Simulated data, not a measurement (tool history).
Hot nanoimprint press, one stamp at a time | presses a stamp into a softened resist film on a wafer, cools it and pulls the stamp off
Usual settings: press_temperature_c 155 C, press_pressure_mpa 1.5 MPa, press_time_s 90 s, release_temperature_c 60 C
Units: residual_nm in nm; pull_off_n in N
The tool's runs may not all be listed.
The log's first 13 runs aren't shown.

run,hour,press_temperature_c,press_pressure_mpa,press_time_s,release_temperature_c,residual_nm,pull_off_n
14,775.1,155,1.5,90,60,113.2,259
# hour 805.6: press's hydraulic seals changed and the load cell set to zero
# hour 831.3: plate thermocouple calibrated
15,849.9,155,1.5,90,60,114.2,265
16,884.9,155,1.5,90,60,114.7,275
17,950.2,155,1.16,90,52,126.9,318
# hour 969.2: stamp cleaned and given a new release coat
18,999.7,160,1.5,90,60,90.5,234
19,1042.5,167,1.5,90,57,65.8,254
20,1114.3,167,1.5,90,57,65.2,253
21,1159.3,167,1.7,90,57,61.5,266
22,1228.8,155,1.18,90,60,123.3,253
23,1279.7,155,1.27,90,63,119.4,242
24,1327.6,144,1.01,90,60,206.1,260
25,1386.7,144,1.66,90,61,176.9,259
26,1431.8,155,1.5,90,64,109.8,253
27,1466.1,166,1.5,48,60,88.9,274
# hour 1489.9: stamp cleaned and given a new release coat
# hour 1527.9: plate thermocouple calibrated
28,1549.2,153,1.59,180,60,94.9,238
29,1607.8,163,1.59,180,60,56.8,248
30,1640,163,1.59,180,60,57.1,247
31,1715,155,1.5,76,61,125.6,248

Forecast each of these 3 alternatives for the next run:
A,1791.8,155,1.21,82,61,?,?
B,1791.8,144,1.38,90,47,?,?
C,1791.8,152,1.5,76,61,?,?

run,residual_nm,pull_off_n
A,132.1,257
B,196.1,317
C,143,255
Without the tool's hidden state the same runs would have given:
run,residual_nm,pull_off_n
A,132.1,230
B,196.3,284
C,142.7,228
